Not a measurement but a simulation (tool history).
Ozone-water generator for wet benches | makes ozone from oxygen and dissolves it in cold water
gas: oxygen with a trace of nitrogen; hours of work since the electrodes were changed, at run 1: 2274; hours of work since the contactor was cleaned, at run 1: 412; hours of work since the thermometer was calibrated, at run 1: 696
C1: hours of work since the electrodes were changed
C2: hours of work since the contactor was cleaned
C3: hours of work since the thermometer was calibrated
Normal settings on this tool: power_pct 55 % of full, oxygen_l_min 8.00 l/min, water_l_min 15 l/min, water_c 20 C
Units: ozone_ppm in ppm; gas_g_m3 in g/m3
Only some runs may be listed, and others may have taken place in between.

{"run": 1, "hour": 0.0, "power_pct": 55, "oxygen_l_min": 8.0, "water_l_min": 15, "water_c": 20, "C1": 2274, "C2": 412, "C3": 696, "ozone_ppm": 18.2, "gas_g_m3": 114.8}
{"run": 2, "hour": 85.2, "power_pct": 55, "oxygen_l_min": 4.1, "water_l_min": 15, "water_c": 20, "C1": 2345, "C2": 483, "C3": 767, "ozone_ppm": 19.0, "gas_g_m3": 161.5}
{"run": 3, "hour": 136.5, "power_pct": 55, "oxygen_l_min": 4.1, "water_l_min": 15, "water_c": 20, "C1": 2388, "C2": 526, "C3": 810, "ozone_ppm": 18.9, "gas_g_m3": 160.4}
{"run": 4, "hour": 181.4, "power_pct": 55, "oxygen_l_min": 4.1, "water_l_min": 15, "water_c": 20, "C1": 2425, "C2": 563, "C3": 847, "ozone_ppm": 18.8, "gas_g_m3": 159.0}
{"run": 5, "hour": 231.1, "power_pct": 55, "oxygen_l_min": 4.1, "water_l_min": 15, "water_c": 20, "C1": 2466, "C2": 604, "C3": 889, "ozone_ppm": 18.9, "gas_g_m3": 160.5}
{"run": 6, "hour": 318.5, "power_pct": 55, "oxygen_l_min": 4.1, "water_l_min": 15, "water_c": 20, "C1": 2539, "C2": 677, "C3": 961, "ozone_ppm": 19.0, "gas_g_m3": 158.9}
{"run": 7, "hour": 376.5, "power_pct": 55, "oxygen_l_min": 4.1, "water_l_min": 15, "water_c": 20, "C1": 2587, "C2": 725, "C3": 1009, "ozone_ppm": 18.9, "gas_g_m3": 159.4}
{"run": 8, "hour": 420.9, "power_pct": 55, "oxygen_l_min": 8.0, "water_l_min": 20, "water_c": 20, "C1": 2624, "C2": 762, "C3": 1046, "ozone_ppm": 14.9, "gas_g_m3": 114.2}
{"run": 9, "hour": 469.3, "power_pct": 55, "oxygen_l_min": 8.0, "water_l_min": 20, "water_c": 20, "C1": 2664, "C2": 802, "C3": 1086, "ozone_ppm": 14.7, "gas_g_m3": 114.3}
{"run": 10, "hour": 538.8, "power_pct": 55, "oxygen_l_min": 8.0, "water_l_min": 22, "water_c": 20, "C1": 2722, "C2": 860, "C3": 1144, "ozone_ppm": 13.8, "gas_g_m3": 113.4}
{"run": 11, "hour": 612.5, "power_pct": 55, "oxygen_l_min": 8.0, "water_l_min": 17, "water_c": 20, "C1": 2783, "C2": 921, "C3": 1206, "ozone_ppm": 16.6, "gas_g_m3": 112.3}
{"hour": 624.4, "done": "contactor cleaned"}
{"run": 12, "hour": 699.7, "power_pct": 55, "oxygen_l_min": 8.0, "water_l_min": 17, "water_c": 20, "C1": 2852, "C2": 63, "C3": 1275, "ozone_ppm": 16.8, "gas_g_m3": 112.9}
{"run": 13, "hour": 737.6, "power_pct": 55, "oxygen_l_min": 8.0, "water_l_min": 17, "water_c": 20, "C1": 2884, "C2": 94, "C3": 1306, "ozone_ppm": 16.7, "gas_g_m3": 113.5}
{"run": 14, "hour": 796.5, "power_pct": 55, "oxygen_l_min": 8.0, "water_l_min": 17, "water_c": 20, "C1": 2933, "C2": 143, "C3": 1355, "ozone_ppm": 16.6, "gas_g_m3": 112.1}
{"run": 15, "hour": 873.3, "power_pct": 55, "oxygen_l_min": 8.43, "water_l_min": 17, "water_c": 18, "C1": 2997, "C2": 207, "C3": 1419, "ozone_ppm": 17.0, "gas_g_m3": 110.1}
{"run": 16, "hour": 962.1, "power_pct": 55, "oxygen_l_min": 8.43, "water_l_min": 17, "water_c": 18, "C1": 3070, "C2": 281, "C3": 1493, "ozone_ppm": 16.8, "gas_g_m3": 109.0}
{"hour": 987.6, "done": "contactor cleaned, once more"}
{"run": 17, "hour": 1054.0, "power_pct": 55, "oxygen_l_min": 8.43, "water_l_min": 17, "water_c": 23, "C1": 3143, "C2": 55, "C3": 1566, "ozone_ppm": 15.2, "gas_g_m3": 108.4}
{"run": 18, "hour": 1128.2, "power_pct": 55, "oxygen_l_min": 11.42, "water_l_min": 17, "water_c": 23, "C1": 3205, "C2": 117, "C3": 1628, "ozone_ppm": 14.7, "gas_g_m3": 93.0}
{"run": 19, "hour": 1196.1, "power_pct": 55, "oxygen_l_min": 11.42, "water_l_min": 11, "water_c": 25, "C1": 3262, "C2": 173, "C3": 1684, "ozone_ppm": 17.1, "gas_g_m3": 93.1}
{"run": 20, "hour": 1266.7, "power_pct": 55, "oxygen_l_min": 11.42, "water_l_min": 11, "water_c": 25, "C1": 3320, "C2": 232, "C3": 1743, "ozone_ppm": 17.4, "gas_g_m3": 92.7}
{"run": 21, "hour": 1304.0, "power_pct": 55, "oxygen_l_min": 11.42, "water_l_min": 12, "water_c": 20, "C1": 3351, "C2": 263, "C3": 1774, "ozone_ppm": 18.3, "gas_g_m3": 93.0}
{"run": 22, "hour": 1380.3, "power_pct": 55, "oxygen_l_min": 11.42, "water_l_min": 12, "water_c": 12, "C1": 3415, "C2": 326, "C3": 1837, "ozone_ppm": 22.3, "gas_g_m3": 94.5}
{"run": 23, "hour": 1426.1, "power_pct": 50, "oxygen_l_min": 6.65, "water_l_min": 15, "water_c": 20, "C1": 3453, "C2": 365, "C3": 1875, "ozone_ppm": 16.6, "gas_g_m3": 114.0}
{"run": 24, "hour": 1470.7, "power_pct": 55, "oxygen_l_min": 8.0, "water_l_min": 16, "water_c": 20, "C1": 3490, "C2": 402, "C3": 1912, "ozone_ppm": 16.9, "gas_g_m3": 111.5}
{"run": 25, "hour": 1554.2, "power_pct": 78, "oxygen_l_min": 10.01, "water_l_min": 16, "water_c": 20, "C1": 3559, "C2": 471, "C3": 1982, "ozone_ppm": 21.5, "gas_g_m3": 130.7}
{"run": 26, "hour": 1609.1, "power_pct": 55, "oxygen_l_min": 5.42, "water_l_min": 15, "water_c": 16, "C1": 3605, "C2": 517, "C3": 2027, "ozone_ppm": 19.6, "gas_g_m3": 133.8}

For some of the steps in ozone_ppm from one run to the next: how much would appear even if the tool had no hidden state, given the settings, what came in and random variation, and how much remains for the hidden state plus any gauge scatter that the measured result and the result without hidden state don't share?
Hidden conditions of the tool in this case: yield of the discharge, % of new electrodes'; contactor's efficiency, % of a clean one's; true water temperature over the reading, C; drift of the gauge itself on ozone_ppm, %; drift of the gauge itself on gas_g_m3, %.
Run 22 -> 23: power_pct 55 -> 50, oxygen_l_min 11.42 -> 6.65, water_l_min 12 -> 15, water_c 12 -> 20. ozone_ppm -5.7 ppm: hidden state +0.5, all else -6.2.
Run 24 -> 25: power_pct 55 -> 78, oxygen_l_min 8.00 -> 10.01. ozone_ppm +4.6 ppm: hidden state -1.3, all else +5.9.
Run 25 -> 26: power_pct 78 -> 55, oxygen_l_min 10.01 -> 5.42, water_l_min 16 -> 15, water_c 20 -> 16. ozone_ppm -1.9 ppm: hidden state +0.9, all else -2.8.

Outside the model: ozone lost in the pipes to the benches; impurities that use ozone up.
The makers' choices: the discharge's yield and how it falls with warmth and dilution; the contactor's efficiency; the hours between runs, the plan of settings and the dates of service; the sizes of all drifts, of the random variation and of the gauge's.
